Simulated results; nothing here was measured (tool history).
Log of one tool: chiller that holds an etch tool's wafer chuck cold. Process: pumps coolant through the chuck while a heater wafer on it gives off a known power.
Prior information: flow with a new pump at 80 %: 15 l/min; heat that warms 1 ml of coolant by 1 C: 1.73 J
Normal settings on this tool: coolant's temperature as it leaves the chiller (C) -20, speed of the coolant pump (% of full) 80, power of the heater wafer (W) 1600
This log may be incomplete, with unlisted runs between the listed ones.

run     day  coolant's temperature as it leaves the chiller (C)  speed of the coolant pump (% of full)  power of the heater wafer (W)  chuck's temperature once it has settled (C)  how much warmer the coolant comes back (C)
  1       0                                                 -20                                     80                           1600                                           -4                                         3.8
  2   2.033                                                 -20                                     80                           1600                                         -3.9                                        3.73
  3   3.738                                                 -20                                     80                           1600                                         -3.8                                         3.8
  4   4.908                                                 -20                                     80                           1600                                           -4                                        3.83
  5   6.467                                                 -20                                     80                           1600                                         -3.8                                        3.82
  6   8.279                                                 -20                                     80                           1600                                         -3.9                                         3.8
  7   9.888                                                 -20                                     80                           1600                                           -4                                        3.82
  8  10.888                                                 -20                                     80                           1600                                         -3.8                                        3.83
  9  11.829                                                 -20                                     80                           1673                                         -3.2                                        4.01
 10  12.962                                                 -20                                     80                           1673                                           -3                                        4.01
 11  13.925                                                 -20                                     75                           1673                                         -2.1                                         4.3
 12  15.638                                                 -20                                     80                           1600                                         -3.8                                         3.8
 13  16.558                                                 -20                                     66                           1600                                         -0.9                                        4.69
 14  18.025                                                 -20                                     66                           1600                                         -0.7                                        4.61
 15  20.138                                                 -26                                     80                           1600                                         -9.6                                        3.81
 16  21.304                                                 -20                                     80                           1600                                         -3.7                                        3.83
 17  22.808                                                 -20                                     80                           1600                                         -3.6                                        3.81
 18   24.15                                                 -18                                     80                           1600                                         -1.5                                        3.86
 19  25.483                                                 -20                                     80                            822                                        -11.7                                        1.98
 20  26.871                                                 -11                                     64                           2103                                         15.1                                         6.3
     27.204  -- coolant pump overhauled
 21  28.479                                                 -11                                     64                           2103                                         15.9                                        6.52
 22  30.012                                                 -11                                     64                           2103                                           16                                        6.51
     31.804  -- chiller's thermometer calibrated
 23  32.092                                                 -20                                     85                           1836                                         -1.2                                        4.24
 24  34.279                                                 -25                                     80                           1804                                         -5.6                                        4.43
     35.546  -- coolant pump overhauled, once more
 25   35.55                                                 -25                                     80                           1600                                         -8.8                                        3.65
 26  37.312                                                 -25                                     80                           1600                                         -8.9                                        3.69
 27  38.404                                                 -11                                     80                           1069                                         -0.3                                        2.44
 28  40.133                                                 -11                                     80                           1069                                         -0.2                                        2.48
 29  41.538                                                 -20                                     63                           1078                                         -6.6                                        3.11
 30  43.062                                                 -20                                     63                           1078                                         -6.6                                        3.15
 31  44.804                                                 -23                                     88                           1382                                        -10.1                                        2.89

Alternative continuations, all from the tool just after run 31; predict every row:
  A  46.154                                                 -22                                     88                           1382                                            ?                                           ?
  B  46.154                                                 -26                                     80                           1600                                            ?                                           ?
  C  46.154                                                 -23                                     92                           1818                                            ?                                           ?

run  chuck's temperature once it has settled (C)  how much warmer the coolant comes back (C)
  A                                         -9.1                                        2.94
  B                                         -9.7                                        3.71
  C                                         -6.5                                        3.68
What these runs would have given with no unlogged condition in the tool:
run  chuck's temperature once it has settled (C)  how much warmer the coolant comes back (C)
  A                                        -10.2                                        2.93
  B                                        -11.1                                         3.7
  C                                           -8                                        3.67
